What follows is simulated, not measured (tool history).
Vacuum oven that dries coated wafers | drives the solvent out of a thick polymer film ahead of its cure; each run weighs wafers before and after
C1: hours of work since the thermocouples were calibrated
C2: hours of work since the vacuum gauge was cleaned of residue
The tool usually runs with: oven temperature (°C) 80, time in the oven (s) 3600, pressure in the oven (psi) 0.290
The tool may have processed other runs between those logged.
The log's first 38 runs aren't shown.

{"run": 39, "hour": 2093.8, "oven temperature (°C)": 94, "time in the oven (s)": 3120, "pressure in the oven (psi)": 0.271, "C1": 808, "C2": 1765, "solvent left in the film (%)": 1.69}
{"hour": 2133.7, "done": "oven's thermocouples calibrated"}
{"run": 40, "hour": 2136.3, "oven temperature (°C)": 92, "time in the oven (s)": 4860, "pressure in the oven (psi)": 0.653, "C1": 1, "C2": 1786, "solvent left in the film (%)": 3.34}
{"run": 41, "hour": 2175.8, "oven temperature (°C)": 92, "time in the oven (s)": 4860, "pressure in the oven (psi)": 0.653, "C1": 22, "C2": 1806, "solvent left in the film (%)": 3.41}
{"run": 42, "hour": 2212.3, "oven temperature (°C)": 92, "time in the oven (s)": 4860, "pressure in the oven (psi)": 0.653, "C1": 40, "C2": 1825, "solvent left in the film (%)": 3.37}
{"run": 43, "hour": 2277.7, "oven temperature (°C)": 91, "time in the oven (s)": 2280, "pressure in the oven (psi)": 0.207, "C1": 74, "C2": 1858, "solvent left in the film (%)": 1.87}
{"run": 44, "hour": 2349.6, "oven temperature (°C)": 67, "time in the oven (s)": 2820, "pressure in the oven (psi)": 0.35, "C1": 110, "C2": 1895, "solvent left in the film (%)": 8.25}
{"run": 45, "hour": 2419.6, "oven temperature (°C)": 67, "time in the oven (s)": 2820, "pressure in the oven (psi)": 0.35, "C1": 146, "C2": 1931, "solvent left in the film (%)": 8.3}
{"run": 46, "hour": 2458.6, "oven temperature (°C)": 67, "time in the oven (s)": 2820, "pressure in the oven (psi)": 0.35, "C1": 166, "C2": 1951, "solvent left in the film (%)": 8.14}

3 options for the next run, each taken on its own from the tool as it stands now. Forecast them:
{"run": "A", "hour": 2523.1, "oven temperature (°C)": 75, "time in the oven (s)": 2400, "pressure in the oven (psi)": 0.326, "C1": 199, "C2": 1984, "solvent left in the film (%)": "?"}
{"run": "B", "hour": 2523.1, "oven temperature (°C)": 67, "time in the oven (s)": 3600, "pressure in the oven (psi)": 0.29, "C1": 199, "C2": 1984, "solvent left in the film (%)": "?"}
{"run": "C", "hour": 2523.1, "oven temperature (°C)": 85, "time in the oven (s)": 2460, "pressure in the oven (psi)": 0.683, "C1": 199, "C2": 1984, "solvent left in the film (%)": "?"}

run=A solvent_left_in_the_film_(%)=5.80
run=B solvent_left_in_the_film_(%)=6.94
run=C solvent_left_in_the_film_(%)=5.27
What these runs would have given with no unlogged condition in the tool:
run=A solvent_left_in_the_film_(%)=5.01
run=B solvent_left_in_the_film_(%)=5.80
run=C solvent_left_in_the_film_(%)=4.67
